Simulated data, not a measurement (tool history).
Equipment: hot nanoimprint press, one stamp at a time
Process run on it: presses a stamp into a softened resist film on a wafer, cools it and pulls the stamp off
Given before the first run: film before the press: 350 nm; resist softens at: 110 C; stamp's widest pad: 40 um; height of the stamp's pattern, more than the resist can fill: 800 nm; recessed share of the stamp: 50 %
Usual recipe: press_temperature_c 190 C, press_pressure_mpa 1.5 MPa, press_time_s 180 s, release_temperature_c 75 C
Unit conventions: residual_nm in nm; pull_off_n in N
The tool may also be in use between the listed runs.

Run 1, hour 0: usual settings. Result: residual_nm 164.7 nm, pull_off_n 158 N.
Run 2, hour 9.4: usual settings. Result: residual_nm 164.8 nm, pull_off_n 164 N.
Run 3, hour 16.5: usual settings. Result: residual_nm 163.6 nm, pull_off_n 162 N.
Run 4, hour 24.7: usual settings. Result: residual_nm 163.6 nm, pull_off_n 155 N.
Run 5, hour 30.5: usual settings but press_time_s 111 s. Result: residual_nm 191.7 nm, pull_off_n 158 N.
Run 6, hour 35.1: usual settings but press_time_s 111 s. Result: residual_nm 194 nm, pull_off_n 160 N.
Run 7, hour 39.1: usual settings but release_temperature_c 82 C. Result: residual_nm 164.3 nm, pull_off_n 136 N.
Run 8, hour 46: usual settings but release_temperature_c 82 C. Result: residual_nm 164.6 nm, pull_off_n 134 N.
Run 9, hour 53: usual settings but release_temperature_c 82 C. Result: residual_nm 165.2 nm, pull_off_n 132 N.
Run 10, hour 62.1: usual settings but press_temperature_c 192 C, press_pressure_mpa 2.01 MPa, press_time_s 120 s, release_temperature_c 83 C. Result: residual_nm 158.8 nm, pull_off_n 129 N.
Run 11, hour 67.9: usual settings but press_temperature_c 192 C, press_pressure_mpa 2.1 MPa, press_time_s 120 s, release_temperature_c 61 C. Result: residual_nm 154.6 nm, pull_off_n 219 N.
Run 12, hour 73.2: usual settings but press_temperature_c 181 C, press_pressure_mpa 2.14 MPa, press_time_s 119 s. Result: residual_nm 198.5 nm, pull_off_n 162 N.
Run 13, hour 82.8: usual settings but press_temperature_c 181 C, press_pressure_mpa 2.14 MPa, press_time_s 119 s. Result: residual_nm 198.3 nm, pull_off_n 161 N.
Run 14, hour 89.7: usual settings but press_temperature_c 181 C, press_pressure_mpa 2.14 MPa, press_time_s 119 s. Result: residual_nm 198.8 nm, pull_off_n 165 N.
Run 15, hour 99.2: usual settings but press_temperature_c 181 C, press_pressure_mpa 1.28 MPa, press_time_s 119 s, release_temperature_c 63 C. Result: residual_nm 241.9 nm, pull_off_n 218 N.
Run 16, hour 103.5: usual settings but press_temperature_c 184 C, press_pressure_mpa 1.84 MPa, press_time_s 229 s, release_temperature_c 62 C. Result: residual_nm 159.3 nm, pull_off_n 221 N.

The logged runs with the hidden state left out (each run's random variation unchanged):
Hidden conditions of the tool in this case: true temperature over the reading, C; pressure that arrives at the usual setting, %; grip of the stamp's worn release coat, % over a new coat's; drift of the gauge itself on residual_nm, %; drift of the gauge itself on pull_off_n, %.
run  residual_nm  pull_off_n
  1        160.5         146
  2        160.6         151
  3        159.4         149
  4        159.3         142
  5        187.1         144
  6        189.3         145
  7          160         122
  8        160.2         120
  9        160.7         118
 10        154.4         114
 11        150.2         197
 12        192.9         145
 13        192.7         143
 14        193.1         146
 15        236.4         193
 16        154.2         195

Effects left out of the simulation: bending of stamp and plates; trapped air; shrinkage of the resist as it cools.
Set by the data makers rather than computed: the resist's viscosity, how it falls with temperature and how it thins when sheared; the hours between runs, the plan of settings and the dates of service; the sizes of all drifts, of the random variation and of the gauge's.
